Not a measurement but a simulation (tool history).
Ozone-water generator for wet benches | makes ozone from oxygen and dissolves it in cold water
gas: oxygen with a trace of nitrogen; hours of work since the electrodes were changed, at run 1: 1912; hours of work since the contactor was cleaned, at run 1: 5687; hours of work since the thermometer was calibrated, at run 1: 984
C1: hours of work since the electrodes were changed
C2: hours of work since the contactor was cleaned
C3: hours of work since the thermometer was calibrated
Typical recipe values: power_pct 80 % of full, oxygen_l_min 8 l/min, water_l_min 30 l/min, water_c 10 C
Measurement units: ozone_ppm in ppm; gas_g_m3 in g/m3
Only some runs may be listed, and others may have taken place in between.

Run 1, hour 0: usual settings; C1 1912; C2 5687; C3 984. Result: ozone_ppm 20.5 ppm, gas_g_m3 172.5 g/m3.
Run 2, hour 98: usual settings; C1 1986; C2 5761; C3 1058. Result: ozone_ppm 20.3 ppm, gas_g_m3 171.3 g/m3.
Run 3, hour 182.3: usual settings; C1 2050; C2 5825; C3 1122. Result: ozone_ppm 20.4 ppm, gas_g_m3 171.7 g/m3.
Run 4, hour 280.9: usual settings; C1 2124; C2 5899; C3 1197. Result: ozone_ppm 20.6 ppm, gas_g_m3 169.3 g/m3.
Run 5, hour 379: usual settings; C1 2198; C2 5973; C3 1271. Result: ozone_ppm 20.7 ppm, gas_g_m3 170.3 g/m3.
Run 6, hour 440.5: usual settings; C1 2245; C2 6020; C3 1317. Result: ozone_ppm 20.6 ppm, gas_g_m3 171.3 g/m3.
Run 7, hour 546.1: usual settings; C1 2325; C2 6100; C3 1397. Result: ozone_ppm 20.5 ppm, gas_g_m3 170.7 g/m3.
Run 8, hour 630.8: usual settings but power_pct 51 % of full; C1 2389; C2 6164; C3 1461. Result: ozone_ppm 14.6 ppm, gas_g_m3 120.1 g/m3.
Run 9, hour 721.9: usual settings; C1 2458; C2 6233; C3 1530. Result: ozone_ppm 20.5 ppm, gas_g_m3 169.5 g/m3.
Run 10, hour 797.6: usual settings but water_c 15 C; C1 2515; C2 6290; C3 1588. Result: ozone_ppm 19.3 ppm, gas_g_m3 166.8 g/m3.
Run 11, hour 862.8: usual settings but water_c 15 C; C1 2564; C2 6339; C3 1637. Result: ozone_ppm 19.2 ppm, gas_g_m3 167.5 g/m3.
Run 12, hour 983.2: usual settings but water_c 15 C; C1 2655; C2 6430; C3 1728. Result: ozone_ppm 19.2 ppm, gas_g_m3 169.2 g/m3.
Run 13, hour 1035.7: usual settings but water_c 15 C; C1 2695; C2 6470; C3 1768. Result: ozone_ppm 19.2 ppm, gas_g_m3 168.5 g/m3.
Run 14, hour 1086.7: usual settings but water_c 15 C; C1 2734; C2 6509; C3 1806. Result: ozone_ppm 19.4 ppm, gas_g_m3 169.3 g/m3.
Run 15, hour 1168.5: usual settings but water_c 14 C; C1 2796; C2 6570; C3 1868. Result: ozone_ppm 19.2 ppm, gas_g_m3 166.4 g/m3.
Run 16, hour 1246.1: usual settings; C1 2854; C2 6629; C3 1927. Result: ozone_ppm 20.6 ppm, gas_g_m3 168.1 g/m3.
Run 17, hour 1326.8: usual settings; C1 2915; C2 6690; C3 1988. Result: ozone_ppm 20.5 ppm, gas_g_m3 167.2 g/m3.
Run 18, hour 1394.3: usual settings but oxygen_l_min 11.18 l/min, water_l_min 43 l/min; C1 2966; C2 6741; C3 2039. Result: ozone_ppm 15.5 ppm, gas_g_m3 140.1 g/m3.
Run 19, hour 1465: usual settings but power_pct 100 % of full, oxygen_l_min 5.52 l/min, water_c 17 C; C1 3020; C2 6795; C3 2092. Result: ozone_ppm 21.8 ppm, gas_g_m3 238.2 g/m3.
Run 20, hour 1559.5: usual settings but water_l_min 21 l/min, water_c 8 C; C1 3091; C2 6866; C3 2164. Result: ozone_ppm 27.7 ppm, gas_g_m3 166.6 g/m3.
Run 21, hour 1680.7: usual settings but water_c 8 C; C1 3183; C2 6958; C3 2256. Result: ozone_ppm 21 ppm, gas_g_m3 166.3 g/m3.
Run 22, hour 1767.8: usual settings but water_c 8 C; C1 3249; C2 7024; C3 2321. Result: ozone_ppm 21 ppm, gas_g_m3 164.7 g/m3.
Run 23, hour 1862.4: usual settings but power_pct 71 % of full, water_l_min 44 l/min, water_c 13 C; C1 3320; C2 7095; C3 2393. Result: ozone_ppm 12.9 ppm, gas_g_m3 150.8 g/m3.
Run 24, hour 1915.6: usual settings but water_l_min 32 l/min; C1 3361; C2 7136; C3 2433. Result: ozone_ppm 19.4 ppm, gas_g_m3 166.9 g/m3.
At hour 1933.7: gauge calibrated.
Run 25, hour 1979.6: usual settings but power_pct 52 % of full, oxygen_l_min 10.54 l/min, water_l_min 33 l/min, water_c 5 C; C1 3409; C2 7184; C3 2482. Result: ozone_ppm 14.9 ppm, gas_g_m3 106.2 g/m3.
Run 26, hour 2078.3: usual settings but power_pct 52 % of full, oxygen_l_min 10.54 l/min, water_l_min 33 l/min, water_c 5 C; C1 3484; C2 7259; C3 2556. Result: ozone_ppm 14.6 ppm, gas_g_m3 105.6 g/m3.
Run 27, hour 2157.5: usual settings but power_pct 52 % of full, oxygen_l_min 10.54 l/min, water_l_min 33 l/min, water_c 5 C; C1 3544; C2 7319; C3 2616. Result: ozone_ppm 14.9 ppm, gas_g_m3 105 g/m3.
Run 28, hour 2216.4: usual settings but oxygen_l_min 11.21 l/min, water_l_min 26 l/min, water_c 5 C; C1 3588; C2 7363; C3 2661. Result: ozone_ppm 24.9 ppm, gas_g_m3 142.5 g/m3.
Run 29, hour 2326.4: usual settings but power_pct 74 % of full, oxygen_l_min 7.26 l/min, water_l_min 23 l/min; C1 3671; C2 7446; C3 2744. Result: ozone_ppm 23.9 ppm, gas_g_m3 169.7 g/m3.
Run 30, hour 2393.6: usual settings but oxygen_l_min 14.31 l/min, water_c 6 C; C1 3722; C2 7497; C3 2795. Result: ozone_ppm 22.2 ppm, gas_g_m3 126.6 g/m3.
Run 31, hour 2444.6: usual settings but oxygen_l_min 14.31 l/min, water_c 6 C; C1 3761; C2 7536; C3 2833. Result: ozone_ppm 22.1 ppm, gas_g_m3 126.1 g/m3.
Run 32, hour 2568.1: usual settings but water_l_min 33 l/min; C1 3854; C2 7629; C3 2927. Result: ozone_ppm 19 ppm, gas_g_m3 169.3 g/m3.

Branching from run 32: 3 alternative next runs. What would each branch give?
Run A, hour 2630.1: usual settings but water_l_min 33 l/min, water_c 8 C; C1 3901; C2 7676; C3 2974. Result: ozone_ppm ?, gas_g_m3 ?.
Run B, hour 2630.1: usual settings but oxygen_l_min 8.39 l/min, water_c 6 C; C1 3901; C2 7676; C3 2974. Result: ozone_ppm ?, gas_g_m3 ?.
Run C, hour 2630.1: usual settings but oxygen_l_min 6.19 l/min, water_l_min 29 l/min; C1 3901; C2 7676; C3 2974. Result: ozone_ppm ?, gas_g_m3 ?.

run  ozone_ppm  gas_g_m3
  A       19.3     170.2
  B       21.7     166.1
  C       20.5     192.9
Stripped of hidden state, with their random variation kept, the same runs would have yielded:
run  ozone_ppm  gas_g_m3
  A       19.3     172.2
  B       21.7       168
  C       20.5     195.1
